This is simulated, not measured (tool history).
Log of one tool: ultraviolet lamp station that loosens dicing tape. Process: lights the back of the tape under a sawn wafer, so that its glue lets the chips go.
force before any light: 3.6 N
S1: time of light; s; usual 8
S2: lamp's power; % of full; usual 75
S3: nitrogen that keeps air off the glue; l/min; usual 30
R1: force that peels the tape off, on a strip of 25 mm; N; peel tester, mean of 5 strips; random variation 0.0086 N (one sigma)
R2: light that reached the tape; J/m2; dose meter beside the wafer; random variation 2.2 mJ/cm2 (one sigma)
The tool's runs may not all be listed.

run,hour,S1,S2,S3,R1,R2
1,0.0,8,75,30,0.697,1300
2,90.8,6,75,30,1.130,910
3,160.0,6,68,30,1.289,820
# hour 247.0: lamp changed
4,251.3,8,75,15,0.636,1810
5,301.9,8,75,15,0.672,1760
6,353.8,8,75,15,0.714,1770
# hour 436.2: window cleaned of glue's vapour
7,440.2,8,75,15,0.754,1600
8,494.9,8,75,20,0.658,1580
9,541.3,8,75,20,0.714,1520
10,617.7,10,75,30,0.390,1820
11,660.0,8,75,30,0.629,1430
# hour 683.7: window cleaned of glue's vapour, once more
12,708.0,8,84,30,0.439,1720
13,767.2,8,84,30,0.466,1680
14,828.9,8,84,30,0.490,1590
15,898.8,13,75,25,0.310,2180
16,978.5,7,76,30,0.822,1180
17,1069.7,5,61,30,1.617,600
18,1126.5,5,61,30,1.759,580
19,1226.5,5,75,31,1.493,660

Run 20 comes next. What will it give?
# hour 1271.4: lamp changed
20,1273.8,5,75,31,?,?

R1: 0.796 N
R2: 1160 J/m2
Without the tool's hidden state the same run would have given R1 0.750 N, R2 1210 J/m2.
